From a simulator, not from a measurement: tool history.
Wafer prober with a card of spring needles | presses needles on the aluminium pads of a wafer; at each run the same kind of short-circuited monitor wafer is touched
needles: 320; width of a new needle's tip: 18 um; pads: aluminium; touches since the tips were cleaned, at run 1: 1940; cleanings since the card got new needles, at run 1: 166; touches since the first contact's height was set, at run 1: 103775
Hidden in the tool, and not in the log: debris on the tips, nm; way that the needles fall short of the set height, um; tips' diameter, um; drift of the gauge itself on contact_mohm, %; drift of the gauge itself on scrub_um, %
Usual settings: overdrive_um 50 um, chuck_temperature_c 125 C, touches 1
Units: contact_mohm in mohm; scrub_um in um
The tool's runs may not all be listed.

run,day,overdrive_um,chuck_temperature_c,touches,touches since the tips were cleaned,cleanings since the card got new needles,touches since the first contact's height was set,contact_mohm,scrub_um
1,0.000,50,125,1,1940,166,103775,365,12.44
# day 0.238: tips cleaned on abrasive film
# day 0.633: tips cleaned on abrasive film
# day 1.033: tips cleaned on abrasive film
# day 1.429: tips cleaned on abrasive film
# day 1.825: tips cleaned on abrasive film
# day 1.912: height of the first contact set anew
2,1.958,50,125,1,1700,171,605,341,12.80
# day 2.196: tips cleaned on abrasive film
# day 2.592: tips cleaned on abrasive film
# day 2.988: tips cleaned on abrasive film
# day 3.383: tips cleaned on abrasive film
# day 3.704: tips cleaned on abrasive film
3,3.825,50,125,1,1713,176,26410,334,12.73
# day 4.067: tips cleaned on abrasive film
# day 4.462: tips cleaned on abrasive film
# day 4.842: tips cleaned on abrasive film
4,4.842,50,125,1,0,179,40417,256,12.75
# day 5.158: tips cleaned on abrasive film
# day 5.554: tips cleaned on abrasive film
# day 5.950: tips cleaned on abrasive film
# day 6.296: tips cleaned on abrasive film
5,6.296,50,28,1,0,183,60494,244,12.67
# day 6.692: tips cleaned on abrasive film
# day 7.088: tips cleaned on abrasive film
# day 7.483: tips cleaned on abrasive film
# day 7.879: tips cleaned on abrasive film
6,8.042,50,99,1,2295,187,84688,377,12.56
# day 8.204: tips cleaned on abrasive film
# day 8.600: tips cleaned on abrasive film
# day 8.996: tips cleaned on abrasive film
# day 9.392: tips cleaned on abrasive film
7,9.588,50,125,2,2731,191,106033,336,12.42
# day 9.750: tips cleaned on abrasive film
# day 10.146: tips cleaned on abrasive film
# day 10.542: tips cleaned on abrasive film
# day 10.858: tips cleaned on abrasive film
# day 11.254: tips cleaned on abrasive film
# day 11.346: height of the first contact set anew
# day 11.608: tips cleaned on abrasive film
8,11.608,50,125,2,0,197,3635,255,12.95
# day 11.925: tips cleaned on abrasive film
# day 12.321: tips cleaned on abrasive film
# day 12.642: tips cleaned on abrasive film
# day 13.038: tips cleaned on abrasive film
# day 13.433: tips cleaned on abrasive film
9,13.550,65,125,2,1633,202,30454,284,16.53
# day 13.788: tips cleaned on abrasive film
# day 14.183: tips cleaned on abrasive film
# day 14.579: tips cleaned on abrasive film
# day 14.975: tips cleaned on abrasive film
10,15.033,33,45,2,791,206,50956,353,8.23
# day 15.350: tips cleaned on abrasive film
# day 15.746: tips cleaned on abrasive film
# day 16.142: tips cleaned on abrasive film
# day 16.538: tips cleaned on abrasive film
# day 16.933: tips cleaned on abrasive film
11,16.967,33,45,2,422,211,77658,310,8.22

4 ways to go on from here, each from the tool as it stands after run 11. What would each give?
# day 17.283: tips cleaned on abrasive film
# day 17.679: tips cleaned on abrasive film
# day 18.075: tips cleaned on abrasive film
A,18.375,50,33,1,4210,214,97198,?,?
# day 17.283: tips cleaned on abrasive film
# day 17.679: tips cleaned on abrasive film
# day 18.075: tips cleaned on abrasive film
B,18.375,50,125,2,4210,214,97198,?,?
# day 17.283: tips cleaned on abrasive film
# day 17.679: tips cleaned on abrasive film
# day 18.075: tips cleaned on abrasive film
C,18.375,50,69,1,4210,214,97198,?,?
# day 17.283: tips cleaned on abrasive film
# day 17.679: tips cleaned on abrasive film
# day 18.075: tips cleaned on abrasive film
D,18.375,41,45,2,4210,214,97198,?,?

run,contact_mohm,scrub_um
A,424,12.38
B,354,12.49
C,421,12.42
D,405,10.17
Without the tool's hidden state the same runs would have given:
run,contact_mohm,scrub_um
A,219,12.75
B,243,12.86
C,227,12.79
D,225,10.54

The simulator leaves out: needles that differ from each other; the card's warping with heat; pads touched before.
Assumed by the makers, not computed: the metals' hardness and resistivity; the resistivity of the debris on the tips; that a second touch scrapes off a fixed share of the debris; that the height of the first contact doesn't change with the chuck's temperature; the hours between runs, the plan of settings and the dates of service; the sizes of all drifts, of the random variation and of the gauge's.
